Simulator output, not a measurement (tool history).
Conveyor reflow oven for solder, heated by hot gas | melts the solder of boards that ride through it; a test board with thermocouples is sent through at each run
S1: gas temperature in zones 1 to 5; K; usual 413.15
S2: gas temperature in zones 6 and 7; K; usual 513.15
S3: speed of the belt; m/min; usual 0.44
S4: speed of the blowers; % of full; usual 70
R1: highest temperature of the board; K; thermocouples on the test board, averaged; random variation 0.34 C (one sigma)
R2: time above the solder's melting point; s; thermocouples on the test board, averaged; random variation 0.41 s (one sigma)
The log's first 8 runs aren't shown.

Run 9, hour 109.4: usual settings but S1 423.15 K. Result: R1 499.75 K, R2 85.2 s.
Run 10, hour 120.2: usual settings but S1 423.15 K, S3 0.365 m/min. Result: R1 503.85 K, R2 106.1 s.
Run 11, hour 133.5: usual settings. Result: R1 498.05 K, R2 78.8 s.
Run 12, hour 148.2: usual settings. Result: R1 498.35 K, R2 80.1 s.
Run 13, hour 163.1: usual settings but S1 399.15 K. Result: R1 495.35 K, R2 72.1 s.
Run 14, hour 173.9: usual settings but S1 399.15 K. Result: R1 494.65 K, R2 72.1 s.
Run 15, hour 191.2: usual settings. Result: R1 497.65 K, R2 79.2 s.
Run 16, hour 200.6: usual settings but S2 510.15 K. Result: R1 495.25 K, R2 77.2 s.
Run 17, hour 216.8: usual settings but S1 417.15 K, S3 0.519 m/min, S4 71 % of full. Result: R1 493.45 K, R2 65.2 s.
Run 18, hour 228.3: usual settings but S1 417.15 K, S3 0.519 m/min, S4 81 % of full. Result: R1 495.65 K, R2 66.2 s.
At hour 235: flux residue cleaned out of gas plates and filters.
Run 19, hour 241.4: usual settings but S1 418.15 K, S2 511.15 K, S3 0.385 m/min, S4 81 % of full. Result: R1 500.65 K, R2 96.4 s.
Run 20, hour 255.7: usual settings but S2 505.15 K, S3 0.505 m/min. Result: R1 484.15 K, R2 56.5 s.
Run 21, hour 274.2: usual settings but S1 424.15 K, S4 66 % of full. Result: R1 497.95 K, R2 84.3 s.
Run 22, hour 281.9: usual settings but S1 424.15 K, S4 66 % of full. Result: R1 497.15 K, R2 83.7 s.
Run 23, hour 292.2: usual settings but S1 424.15 K, S4 66 % of full. Result: R1 497.35 K, R2 84.6 s.
Run 24, hour 306: usual settings but S1 403.15 K, S4 57 % of full. Result: R1 490.65 K, R2 67.7 s.
Run 25, hour 320.4: usual settings but S1 403.15 K, S4 55 % of full. Result: R1 490.75 K, R2 66.9 s.
Run 26, hour 333.3: usual settings but S2 509.15 K, S3 0.465 m/min. Result: R1 490.75 K, R2 68 s.
At hour 345.8: flux residue cleaned out of gas plates and filters, once more.
Run 27, hour 350.6: usual settings but S2 507.15 K, S3 0.467 m/min. Result: R1 492.25 K, R2 70.3 s.
Run 28, hour 365.4: usual settings but S1 408.15 K, S3 0.357 m/min, S4 64 % of full. Result: R1 503.25 K, R2 102 s.

Run 29 comes next. What will it give?
Run 29, hour 380.2: usual settings but S1 408.15 K, S3 0.357 m/min, S4 64 % of full. Result: R1 ?, R2 ?.

R1: 503.05 K
R2: 101.2 s
Without the tool's hidden state the same run would have given R1 501.95 K, R2 100 s.
